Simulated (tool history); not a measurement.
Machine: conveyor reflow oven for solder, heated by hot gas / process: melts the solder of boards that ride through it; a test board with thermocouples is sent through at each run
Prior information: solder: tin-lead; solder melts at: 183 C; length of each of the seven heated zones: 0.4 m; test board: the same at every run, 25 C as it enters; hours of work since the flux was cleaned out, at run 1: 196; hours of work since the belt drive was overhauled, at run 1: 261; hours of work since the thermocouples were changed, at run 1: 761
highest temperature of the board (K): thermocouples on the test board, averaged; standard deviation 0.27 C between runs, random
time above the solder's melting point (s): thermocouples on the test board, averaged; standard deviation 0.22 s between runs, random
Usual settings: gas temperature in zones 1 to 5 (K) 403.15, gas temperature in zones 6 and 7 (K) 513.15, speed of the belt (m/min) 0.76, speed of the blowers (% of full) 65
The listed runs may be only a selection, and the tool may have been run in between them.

run,hour,gas temperature in zones 1 to 5 (K),gas temperature in zones 6 and 7 (K),speed of the belt (m/min),speed of the blowers (% of full),hours of work since the flux was cleaned out,hours of work since the belt drive was overhauled,hours of work since the thermocouples were changed,highest temperature of the board (K),time above the solder's melting point (s)
1,0,403.15,513.15,0.76,65,196,261,761,488.75,42.8
2,50.8,410.15,513.15,0.76,65,217,283,783,489.75,45.4
3,123,401.15,513.15,0.76,65,248,314,814,487.95,42
# hour 157: flux residue cleaned out of gas plates and filters
# hour 177.7: thermocouples of zones 6 and 7 changed
4,216.9,403.15,513.15,0.898,65,25,351,17,480.45,30.2
5,310.5,403.15,513.15,0.898,65,65,391,57,481.25,30.5
6,358.5,403.15,508.15,0.898,65,85,411,77,476.95,26.9
7,439.4,403.15,508.15,0.898,65,120,446,112,477.35,27.1
8,524.3,403.15,508.15,0.898,65,156,482,148,476.85,27
9,612.4,403.15,508.15,0.898,65,194,520,186,477.15,26.8
10,706.3,403.15,508.15,0.898,65,234,560,226,477.15,27.4
# hour 773.1: flux residue cleaned out of gas plates and filters
11,782.6,403.15,510.15,0.646,63,4,591,257,491.45,53.5
12,856.1,402.15,506.15,0.618,64,36,623,289,489.75,54.5
13,927.5,402.15,506.15,0.618,64,66,653,319,489.55,55.1
14,994.5,402.15,506.15,0.618,64,95,682,348,489.25,54.8
15,1087.4,402.15,506.15,0.618,64,135,722,388,489.35,54.7
16,1171.6,403.15,513.15,0.79,85,171,758,424,492.55,44.6
17,1254.9,390.15,527.15,0.638,65,206,793,459,504.85,59.5
18,1305.4,390.15,527.15,0.638,65,228,815,481,505.15,60.1
19,1360.2,409.15,505.15,0.852,65,252,838,504,478.55,31.8

Consider 5 possible next runs. They are alternatives, not a sequence: every one starts from the tool as it was left by run 19. What does each give?
# hour 1386.5: flux residue cleaned out of gas plates and filters
A,1404.4,404.15,503.15,0.64,65,8,855,521,?,?
# hour 1386.5: flux residue cleaned out of gas plates and filters
B,1404.4,406.15,505.15,0.852,65,8,855,521,?,?
# hour 1386.5: flux residue cleaned out of gas plates and filters
C,1404.4,392.15,513.15,0.72,65,8,855,521,?,?
# hour 1386.5: flux residue cleaned out of gas plates and filters
D,1404.4,403.15,513.15,0.643,65,8,855,521,?,?
# hour 1386.5: flux residue cleaned out of gas plates and filters
E,1404.4,403.15,513.15,0.76,56,8,855,521,?,?

run,highest temperature of the board (K),time above the solder's melting point (s)
A,486.65,50.8
B,478.05,30.1
C,488.45,42.4
D,495.15,56.2
E,484.85,39.9
What these runs would have given with no unlogged condition in the tool:
run,highest temperature of the board (K),time above the solder's melting point (s)
A,486.65,50.8
B,478.15,30.1
C,488.45,42.4
D,495.15,56.2
E,484.85,39.9

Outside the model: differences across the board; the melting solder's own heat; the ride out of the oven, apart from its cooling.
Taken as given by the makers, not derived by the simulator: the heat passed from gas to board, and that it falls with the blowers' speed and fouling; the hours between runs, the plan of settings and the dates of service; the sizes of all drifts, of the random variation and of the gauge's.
